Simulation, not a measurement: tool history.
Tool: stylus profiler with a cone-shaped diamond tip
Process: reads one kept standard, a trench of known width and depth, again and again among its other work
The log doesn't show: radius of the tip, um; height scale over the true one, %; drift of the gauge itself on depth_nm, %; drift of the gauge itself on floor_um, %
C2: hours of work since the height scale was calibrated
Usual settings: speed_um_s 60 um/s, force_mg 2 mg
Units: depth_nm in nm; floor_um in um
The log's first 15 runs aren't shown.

Run 16, hour 665.3: usual settings but force_mg 1.46 mg; scans with this tip 18914; C2 96. Result: depth_nm 1010.85 nm, floor_um 13.96 um.
Run 17, hour 713.4: usual settings; scans with this tip 19228; C2 129. Result: depth_nm 1013.24 nm, floor_um 13.99 um.
Run 18, hour 744.2: usual settings but speed_um_s 16 um/s; scans with this tip 19430; C2 150. Result: depth_nm 1013.57 nm, floor_um 14.19 um.
Run 19, hour 781: usual settings; scans with this tip 19670; C2 175. Result: depth_nm 1013.66 nm, floor_um 13.93 um.
Run 20, hour 831.9: usual settings; scans with this tip 20003; C2 210. Result: depth_nm 1013.38 nm, floor_um 13.88 um.
Run 21, hour 865.5: usual settings; scans with this tip 20223; C2 233. Result: depth_nm 1013.42 nm, floor_um 13.93 um.
Run 22, hour 898.6: usual settings; scans with this tip 20439; C2 256. Result: depth_nm 1013.58 nm, floor_um 13.92 um.
Run 23, hour 943.9: usual settings; scans with this tip 20735; C2 287. Result: depth_nm 1013.59 nm, floor_um 13.9 um.
Run 24, hour 1002.3: usual settings; scans with this tip 21116; C2 327. Result: depth_nm 1013.54 nm, floor_um 13.82 um.
Run 25, hour 1054.2: usual settings; scans with this tip 21456; C2 362. Result: depth_nm 1013.68 nm, floor_um 13.8 um.
Run 26, hour 1104: usual settings but speed_um_s 36 um/s, force_mg 3.45 mg; scans with this tip 21781; C2 396. Result: depth_nm 1019.67 nm, floor_um 13.9 um.
At hour 1136.3: new tip fitted, height scale calibrated.
Run 27, hour 1143: usual settings but speed_um_s 36 um/s, force_mg 3.45 mg; scans with this tip 44; C2 5. Result: depth_nm 1018.54 nm, floor_um 15.8 um.
Run 28, hour 1174.1: usual settings but speed_um_s 20 um/s, force_mg 5.29 mg; scans with this tip 247; C2 26. Result: depth_nm 1025.58 nm, floor_um 15.81 um.
Run 29, hour 1212: usual settings but speed_um_s 108 um/s, force_mg 2.51 mg; scans with this tip 495; C2 52. Result: depth_nm 1015.45 nm, floor_um 15.49 um.
Run 30, hour 1262.9: usual settings but speed_um_s 74 um/s, force_mg 0.81 mg; scans with this tip 828; C2 87. Result: depth_nm 1007.4 nm, floor_um 15.38 um.

The next listed run, before its measurement:
Run 31, hour 1309.6: usual settings but speed_um_s 186 um/s, force_mg 2.77 mg; scans with this tip 1133; C2 119. Result: depth_nm ?, floor_um ?.

{"run 31": {"depth_nm": 1016.68, "floor_um": 15.16}}
Without the tool's hidden state the same run would have given depth_nm 1016.91 nm, floor_um 15.38 um.
